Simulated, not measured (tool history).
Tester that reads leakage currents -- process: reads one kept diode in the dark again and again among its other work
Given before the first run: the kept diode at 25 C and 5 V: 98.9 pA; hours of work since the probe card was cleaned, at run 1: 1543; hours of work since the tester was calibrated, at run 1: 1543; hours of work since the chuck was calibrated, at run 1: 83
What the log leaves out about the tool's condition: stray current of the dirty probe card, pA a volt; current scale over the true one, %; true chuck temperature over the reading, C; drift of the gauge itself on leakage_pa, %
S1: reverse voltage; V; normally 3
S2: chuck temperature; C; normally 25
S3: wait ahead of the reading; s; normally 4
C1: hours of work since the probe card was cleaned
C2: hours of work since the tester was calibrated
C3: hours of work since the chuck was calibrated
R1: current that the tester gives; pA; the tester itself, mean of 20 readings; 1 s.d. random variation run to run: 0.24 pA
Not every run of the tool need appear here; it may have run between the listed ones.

Run 1, hour 0: usual settings; C1 1543; C2 1543; C3 83. Result: R1 76.6 pA.
Run 2, hour 140.9: usual settings; C1 1653; C2 1653; C3 193. Result: R1 76.82 pA.
Run 3, hour 245.5: usual settings but S1 2.92 V; C1 1735; C2 1735; C3 275. Result: R1 75.81 pA.
Run 4, hour 456.2: usual settings but S1 3.43 V; C1 1900; C2 1900; C3 440. Result: R1 82.56 pA.
Run 5, hour 659.3: usual settings but S1 3.43 V; C1 2059; C2 2059; C3 599. Result: R1 82.06 pA.
Run 6, hour 786: usual settings but S1 3.43 V; C1 2159; C2 2159; C3 698. Result: R1 82.28 pA.
At hour 904.4: chuck's temperature calibrated.
Run 7, hour 904.4: usual settings but S1 3.43 V, S3 0.36 s; C1 2250; C2 2250; C3 0. Result: R1 84.26 pA.
Run 8, hour 1013: usual settings but S1 3.43 V, S3 0.36 s; C1 2335; C2 2335; C3 85. Result: R1 84.9 pA.
At hour 1080.3: tester calibrated.
Run 9, hour 1201.1: usual settings but S1 3.43 V, S3 0.36 s; C1 2480; C2 95; C3 231. Result: R1 84.83 pA.
Run 10, hour 1335.4: usual settings but S1 1.98 V; C1 2586; C2 200; C3 336. Result: R1 62.53 pA.
Run 11, hour 1426: usual settings but S1 1.98 V; C1 2657; C2 271; C3 407. Result: R1 62.78 pA.
Run 12, hour 1565.6: usual settings but S1 1.98 V; C1 2766; C2 380; C3 516. Result: R1 62.32 pA.
Run 13, hour 1784.1: usual settings but S3 1.28 s; C1 2937; C2 551; C3 687. Result: R1 77.71 pA.
At hour 1917: chuck's temperature calibrated.
Run 14, hour 1929.2: usual settings but S3 6.54 s; C1 3049; C2 663; C3 10. Result: R1 76.88 pA.
Run 15, hour 2125.6: usual settings but S3 6.54 s; C1 3203; C2 817; C3 163. Result: R1 76.96 pA.
Run 16, hour 2234: usual settings but S3 6.54 s; C1 3288; C2 902; C3 248. Result: R1 77.05 pA.
Run 17, hour 2390.2: usual settings but S3 6.54 s; C1 3410; C2 1024; C3 371. Result: R1 76.64 pA.
Run 18, hour 2610.9: usual settings; C1 3583; C2 1197; C3 543. Result: R1 76.9 pA.
At hour 2670.1: probe card cleaned and baked.
Run 19, hour 2743.1: usual settings; C1 57; C2 1298; C3 645. Result: R1 76.85 pA.
Run 20, hour 2842.3: usual settings; C1 135; C2 1376; C3 722. Result: R1 76.82 pA.
At hour 2937.8: chuck's temperature calibrated.
Run 21, hour 3016.7: usual settings but S1 2.3 V; C1 270; C2 1511; C3 62. Result: R1 67.22 pA.
Run 22, hour 3118.2: usual settings but S1 2.3 V, S2 28 C, S3 7.85 s; C1 349; C2 1590; C3 141. Result: R1 87.52 pA.
Run 23, hour 3250.2: usual settings but S1 2.3 V, S2 28 C, S3 7.85 s; C1 453; C2 1694; C3 245. Result: R1 88.07 pA.
Run 24, hour 3342: usual settings but S1 15.09 V, S2 51 C, S3 3.42 s; C1 525; C2 1765; C3 316. Result: R1 1494.57 pA.
Run 25, hour 3550.2: usual settings but S1 15.09 V, S2 51 C, S3 3.42 s; C1 688; C2 1929; C3 480. Result: R1 1495.29 pA.
Run 26, hour 3708.4: usual settings but S1 5.14 V, S2 24 C, S3 1.74 s; C1 811; C2 2052; C3 603. Result: R1 92.7 pA.
Run 27, hour 3872.8: usual settings but S1 4.17 V, S3 1.12 s; C1 940; C2 2181; C3 732. Result: R1 91.69 pA.
At hour 3938.8: chuck's temperature calibrated.
Run 28, hour 3984.8: usual settings but S1 4.17 V, S3 1.12 s; C1 1026; C2 2267; C3 36. Result: R1 91.7 pA.
At hour 4130.3: tester calibrated.
Run 29, hour 4197.5: usual settings but S3 5.76 s; C1 1191; C2 53; C3 201. Result: R1 76.61 pA.
Run 30, hour 4329.7: usual settings but S1 15.56 V, S2 58 C, S3 0.74 s; C1 1295; C2 156; C3 305. Result: R1 2564.17 pA.
Run 31, hour 4472.6: usual settings but S1 2.01 V, S2 31 C, S3 1.17 s; C1 1407; C2 268; C3 416. Result: R1 107.29 pA.
Run 32, hour 4582.5: usual settings but S2 21 C; C1 1493; C2 354; C3 502. Result: R1 53.54 pA.
Run 33, hour 4799.4: usual settings but S2 21 C; C1 1663; C2 524; C3 672. Result: R1 53.55 pA.
Run 34, hour 4902.8: usual settings but S1 4.86 V, S2 26 C, S3 3.04 s; C1 1744; C2 605; C3 753. Result: R1 107.48 pA.
At hour 4953.5: chuck's temperature calibrated.
Run 35, hour 5086.5: usual settings but S1 8.25 V, S3 1.17 s; C1 1886; C2 747; C3 104. Result: R1 128.93 pA.
Run 36, hour 5249.3: usual settings but S1 8.25 V, S3 1.17 s; C1 2013; C2 875; C3 232. Result: R1 129.82 pA.
Run 37, hour 5389.4: usual settings but S1 8.25 V, S3 2.58 s; C1 2123; C2 984; C3 341. Result: R1 128.32 pA.
Run 38, hour 5527.6: usual settings but S1 8.25 V, S3 2.58 s; C1 2231; C2 1093; C3 450. Result: R1 128.22 pA.
Run 39, hour 5678.2: usual settings but S1 1.19 V; C1 2349; C2 1211; C3 567. Result: R1 48.29 pA.

Below are 3 alternative next runs, each starting from the tool's condition after run 39. Predict each:
Run A, hour 5847: usual settings but S2 51 C; C1 2481; C2 1343; C3 700. Result: R1 ?.
Run B, hour 5847: usual settings but S1 1.19 V, S2 44 C, S3 2.38 s; C1 2481; C2 1343; C3 700. Result: R1 ?.
Run C, hour 5847: usual settings but S1 8.42 V; C1 2481; C2 1343; C3 700. Result: R1 ?.

run      R1
  A  665.02
  B   242.8
  C  129.89
Had the tool no hidden state, the same runs would have come out as:
run      R1
  A  664.73
  B  242.68
  C  129.75
